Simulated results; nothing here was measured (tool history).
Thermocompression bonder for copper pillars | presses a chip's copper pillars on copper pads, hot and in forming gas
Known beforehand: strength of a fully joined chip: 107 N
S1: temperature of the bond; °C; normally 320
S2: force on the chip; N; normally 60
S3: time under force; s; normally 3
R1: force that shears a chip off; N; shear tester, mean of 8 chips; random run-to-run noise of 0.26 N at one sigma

run	hour	S1	S2	S3	R1
1	0.0	320	60	3	51.3
2	94.4	320	37	3	37.2
3	177.7	320	37	3	38.1
4	238.5	320	37	3	37.3
5	286.1	320	37	3	37.8
6	364.8	320	60	3	51.1
7	461.6	320	60	3	51.6
8	504.9	320	60	8	69.9
9	562.2	328	60	3	54.5
10	637.6	298	82	2	44.7
11	682.0	320	65	3	53.8
12	772.3	304	85	6	69.3
13	813.5	295	49	4	40.3
14	910.7	295	49	4	40.7
15	1003.3	295	49	4	40.0
16	1057.9	315	60	2	42.0
17	1120.0	315	60	2	42.4

The log once held 4 entries between its listed runs, left out of this copy. Where does each go, and what is different about the tool's unlogged condition between the listed run before it and the listed run after it?
After run 1, before run 2: forming gas filter changed (hour 22.1)
  oxide that the forming gas leaves, % of the face: 0.65 -> 0.53
After run 6, before run 7: forming gas filter changed (hour 422.0)
  oxide that the forming gas leaves, % of the face: 0.63 -> 0.52
After run 13, before run 14: forming gas filter changed (hour 825.6)
  oxide that the forming gas leaves, % of the face: 0.65 -> 0.54
After run 16, before run 17: force cell calibrated (hour 1111.6)
  force that reaches the chip, % of what is set: 100.3 -> 100; oxide that the forming gas leaves, % of the face: 0.59 -> 0.61

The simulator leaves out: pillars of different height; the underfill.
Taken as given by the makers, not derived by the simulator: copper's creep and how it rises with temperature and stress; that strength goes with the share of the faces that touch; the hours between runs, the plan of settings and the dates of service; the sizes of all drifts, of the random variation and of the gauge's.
